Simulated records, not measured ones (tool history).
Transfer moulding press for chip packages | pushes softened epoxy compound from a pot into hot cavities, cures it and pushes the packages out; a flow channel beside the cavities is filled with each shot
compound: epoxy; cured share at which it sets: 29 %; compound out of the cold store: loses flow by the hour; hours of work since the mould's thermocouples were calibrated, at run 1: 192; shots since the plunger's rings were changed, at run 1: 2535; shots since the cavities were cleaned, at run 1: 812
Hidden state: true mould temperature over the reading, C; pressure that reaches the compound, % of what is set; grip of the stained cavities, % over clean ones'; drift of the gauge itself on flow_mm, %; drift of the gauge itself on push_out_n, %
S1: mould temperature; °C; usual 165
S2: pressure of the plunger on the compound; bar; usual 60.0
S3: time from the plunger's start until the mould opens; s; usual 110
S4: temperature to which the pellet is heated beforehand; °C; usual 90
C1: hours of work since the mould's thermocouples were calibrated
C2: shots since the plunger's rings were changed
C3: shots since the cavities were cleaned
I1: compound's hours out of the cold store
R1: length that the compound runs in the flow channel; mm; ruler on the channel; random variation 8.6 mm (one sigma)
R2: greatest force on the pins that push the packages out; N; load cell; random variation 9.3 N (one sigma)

run,hour,S1,S2,S3,S4,C1,C2,C3,I1,R1,R2
1,0.0,165,60.0,110,90,192,2535,812,45.6,862,755
# hour 28.8: cavities cleaned with cleaning compound and waxed
2,51.1,165,60.0,110,90,229,3185,292,31.9,931,596
3,75.9,165,60.0,110,90,247,3510,617,17.3,981,724
# hour 118.1: cavities cleaned with cleaning compound and waxed
4,125.6,165,45.1,110,90,283,4142,97,10.7,874,495
# hour 142.0: plunger's sealing rings changed
# hour 157.0: mould's thermocouples calibrated
5,170.4,165,65.5,110,90,10,347,627,26.5,1021,733
6,193.4,165,65.5,110,90,27,648,928,39.5,959,805
# hour 215.0: cavities cleaned with cleaning compound and waxed
7,229.9,165,65.5,110,90,53,1107,195,33.8,978,528
8,258.0,165,65.5,110,97,74,1477,565,10.3,1090,718
9,287.9,165,65.5,110,97,96,1868,956,21.2,1028,813
# hour 304.4: cavities cleaned with cleaning compound and waxed
10,316.7,165,65.5,110,97,116,2226,161,27.5,996,541
11,340.5,165,65.5,110,97,134,2539,474,45.5,912,642
# hour 393.7: cavities cleaned with cleaning compound and waxed
12,395.2,165,65.5,110,97,173,3237,21,16.3,1033,431
13,448.1,165,65.5,110,97,212,3931,715,44.3,872,733
# hour 482.0: plunger's sealing rings changed
# hour 488.0: cavities cleaned with cleaning compound and waxed
14,503.2,165,65.5,110,97,250,259,199,30.8,1004,553
15,545.3,165,60.0,110,90,282,812,752,18.5,1017,720
# hour 575.6: mould's thermocouples calibrated
# hour 579.5: cavities cleaned with cleaning compound and waxed
16,603.8,169,61.5,135,85,20,1533,318,46.6,885,545
17,626.9,161,47.0,110,99,37,1836,621,11.0,929,876
18,666.4,170,47.0,137,93,66,2355,1140,34.1,800,754
# hour 670.3: cavities cleaned with cleaning compound and waxed
19,724.2,165,57.1,110,90,108,3093,707,42.3,861,728
# hour 762.7: cavities cleaned with cleaning compound and waxed
20,771.3,165,57.1,110,90,142,3690,112,29.5,916,479
21,802.2,165,54.3,105,83,165,4096,518,33.5,847,712
# hour 825.1: plunger's sealing rings changed
22,829.7,168,51.8,96,83,183,60,846,32.8,861,833
# hour 856.6: cavities cleaned with cleaning compound and waxed
23,885.3,161,52.4,148,81,223,770,377,33.9,892,608
24,926.7,165,69.9,110,90,254,1313,920,31.0,1028,806
# hour 947.7: cavities cleaned with cleaning compound and waxed
25,955.9,158,55.9,115,90,274,1676,108,37.7,910,612
26,986.7,170,60.0,141,90,297,2080,512,30.0,924,620
# hour 996.4: mould's thermocouples calibrated
27,1011.7,162,49.0,98,93,11,2382,814,15.0,922,1106

Forecast each of these 4 alternatives for the next run:
# hour 1039.8: cavities cleaned with cleaning compound and waxed
A,1039.8,162,71.5,98,93,31,2731,0,21.8,?,?
# hour 1039.8: cavities cleaned with cleaning compound and waxed
B,1039.8,162,49.0,98,93,31,2731,0,24.8,?,?
# hour 1039.8: cavities cleaned with cleaning compound and waxed
C,1039.8,162,64.0,95,93,31,2731,0,12.4,?,?
# hour 1039.8: cavities cleaned with cleaning compound and waxed
D,1039.8,165,60.0,92,83,31,2731,0,15.9,?,?

run,R1,R2
A,1096,571
B,856,569
C,1041,606
D,1007,571
Without the tool's hidden state the same runs would have given:
run,R1,R2
A,1138,559
B,889,558
C,1081,594
D,1046,560

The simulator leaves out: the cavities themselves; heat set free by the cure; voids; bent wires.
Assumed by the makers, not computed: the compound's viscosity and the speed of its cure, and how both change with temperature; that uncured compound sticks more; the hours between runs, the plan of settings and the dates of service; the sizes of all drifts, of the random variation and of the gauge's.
